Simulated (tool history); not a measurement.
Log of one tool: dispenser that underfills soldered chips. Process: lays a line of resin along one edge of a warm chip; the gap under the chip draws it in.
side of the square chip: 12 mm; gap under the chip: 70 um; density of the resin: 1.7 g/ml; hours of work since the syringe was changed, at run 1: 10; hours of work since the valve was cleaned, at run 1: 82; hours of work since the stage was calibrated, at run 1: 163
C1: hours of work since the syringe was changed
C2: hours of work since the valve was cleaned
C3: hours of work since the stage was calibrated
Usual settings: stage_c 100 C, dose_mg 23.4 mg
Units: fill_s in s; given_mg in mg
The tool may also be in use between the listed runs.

run 1 day=0.000 | stage_c=100 dose_mg=23.4 | C1=10 C2=82 C3=163 | fill_s=54.1 given_mg=21.65
-- day=0.083 new syringe of resin
run 2 day=0.229 | stage_c=100 dose_mg=23.4 | C1=2 C2=86 C3=166 | fill_s=40.4 given_mg=21.54
run 3 day=0.442 | stage_c=100 dose_mg=23.4 | C1=6 C2=89 C3=170 | fill_s=46.6 given_mg=21.70
run 4 day=0.562 | stage_c=100 dose_mg=23.4 | C1=8 C2=91 C3=172 | fill_s=49.8 given_mg=21.58
-- day=0.729 new syringe of resin
run 5 day=0.775 | stage_c=100 dose_mg=21.6 | C1=1 C2=95 C3=175 | fill_s=40.2 given_mg=19.97
run 6 day=0.888 | stage_c=100 dose_mg=20.9 | C1=3 C2=97 C3=177 | fill_s=43.5 given_mg=19.00
run 7 day=1.050 | stage_c=100 dose_mg=23.4 | C1=5 C2=99 C3=180 | fill_s=45.0 given_mg=21.40
run 8 day=1.233 | stage_c=100 dose_mg=23.4 | C1=9 C2=103 C3=183 | fill_s=52.1 given_mg=21.30
-- day=1.371 new syringe of resin
run 9 day=1.371 | stage_c=104 dose_mg=23.4 | C1=0 C2=105 C3=185 | fill_s=32.8 given_mg=21.29

Forecast run 10:
run 10 day=1.600 | stage_c=97 dose_mg=27.1 | C1=4 C2=109 C3=189 | fill_s=? given_mg=?

fill_s: 45.7 s
given_mg: 24.30 mg
Without the tool's hidden state the same run would have given fill_s 37.4 s, given_mg 26.88 mg.
